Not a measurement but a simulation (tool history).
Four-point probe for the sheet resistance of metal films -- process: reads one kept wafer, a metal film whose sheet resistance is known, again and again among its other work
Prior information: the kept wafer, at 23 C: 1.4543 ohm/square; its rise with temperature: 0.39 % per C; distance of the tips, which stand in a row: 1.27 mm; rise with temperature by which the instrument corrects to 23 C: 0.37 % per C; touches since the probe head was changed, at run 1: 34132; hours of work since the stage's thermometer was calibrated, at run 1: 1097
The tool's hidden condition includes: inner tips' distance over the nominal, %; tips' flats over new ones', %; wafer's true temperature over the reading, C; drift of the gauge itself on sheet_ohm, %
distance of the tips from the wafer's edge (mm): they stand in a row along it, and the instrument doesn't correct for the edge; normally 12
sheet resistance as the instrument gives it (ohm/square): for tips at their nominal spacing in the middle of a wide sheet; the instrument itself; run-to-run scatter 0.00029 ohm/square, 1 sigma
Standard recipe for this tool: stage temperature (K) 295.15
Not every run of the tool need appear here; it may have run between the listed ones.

run,day,stage temperature (K),distance of the tips from the wafer's edge (mm),touches since the probe head was changed,hours of work since the stage's thermometer was calibrated,sheet resistance as the instrument gives it (ohm/square)
1,0,295.15,12,34132,1097,1.46336
2,2.312,304.15,12,35196,1140,1.466316
3,5.329,306.15,12,36585,1196,1.466924
4,8.1,306.15,12,37860,1247,1.467047
5,10.292,306.15,12,38868,1288,1.467397
6,12.333,295.15,12,39807,1326,1.464981
7,15.638,295.15,12,41328,1388,1.464353
8,17.3,291.15,12,42092,1418,1.463774
9,20.358,291.15,12,43500,1475,1.463844
10,22.633,295.15,5,44546,1518,1.50586
11,25.938,295.15,5,46068,1579,1.505817
12,28.729,295.15,5,47352,1631,1.506785
13,31.079,295.15,5,48433,1675,1.506352
14,34.529,295.15,13,50020,1739,1.465444
15,36.129,295.15,12,50756,1769,1.466675
16,37.825,295.15,12,51536,1800,1.466713
# day 39.533: stage's thermometer calibrated
17,39.975,295.15,12,52517,8,1.468235
18,42.658,295.15,12,53751,58,1.468483
# day 45.892: stage's thermometer calibrated, once more
19,45.892,300.15,12,55230,0,1.465838
20,49.396,295.15,12,56843,65,1.465454
21,52.675,295.15,6,58350,126,1.490299
22,54.612,295.15,6,59243,162,1.491417
23,58.088,295.15,6,60842,227,1.491267
24,59.842,295.15,6,61648,259,1.491661
25,62.088,293.15,52,62682,301,1.456966
26,64.292,292.15,14,63697,342,1.463399
27,67.146,296.15,67,65010,395,1.458396
28,69.412,291.15,5,66053,437,1.505184
29,72.079,300.15,59,67279,487,1.460143
30,73.996,304.15,65,68162,523,1.461583
31,76.479,292.15,42,69304,569,1.458493
32,79.362,299.15,56,70631,622,1.460282
33,82.742,295.15,11,72185,685,1.469277
34,85.771,295.15,11,73580,742,1.470261
35,89.05,295.15,11,75088,803,1.470052
36,91.775,295.15,11,76343,853,1.46993
37,95.192,299.15,19,77915,917,1.465326
38,97.533,299.15,19,78991,960,1.465398
39,99.288,301.15,12,79798,993,1.470556
40,102.35,301.15,12,81208,1050,1.471471
41,105.571,301.15,18,82691,1110,1.466926
42,108.308,306.15,9,83951,1161,1.480062
# day 111.071: new probe head fitted
43,111.288,297.15,4,99,1215,1.531831
44,114.212,297.15,4,1445,1270,1.531461

Pick out some run-to-run changes in sheet resistance as the instrument gives it (ohm/square). Of each, how much would a tool without hidden state show as well, from the settings, what came in and chance, and how much is left for the hidden state and any gauge scatter not in both results compared?
Run 16 -> 17: stage's thermometer calibrated. sheet resistance as the instrument gives it (ohm/square) +0.001522: hidden state +0.001535, all else -0.000013.
Run 18 -> 19: stage temperature (K) 295.15 -> 300.15, stage's thermometer calibrated, once more. sheet resistance as the instrument gives it (ohm/square) -0.002645: hidden state -0.004025, all else +0.00138.
Run 27 -> 28: stage temperature (K) 296.15 -> 291.15, distance of the tips from the wafer's edge (mm) 67 -> 5. sheet resistance as the instrument gives it (ohm/square) +0.046788: hidden state +0.000325, all else +0.046463.
Run 28 -> 29: stage temperature (K) 291.15 -> 300.15, distance of the tips from the wafer's edge (mm) 5 -> 59. sheet resistance as the instrument gives it (ohm/square) -0.045041: hidden state +0.000109, all else -0.04515.
Run 42 -> 43: stage temperature (K) 306.15 -> 297.15, distance of the tips from the wafer's edge (mm) 9 -> 4, new probe head fitted. sheet resistance as the instrument gives it (ohm/square) +0.051769: hidden state -0.005124, all else +0.056893.
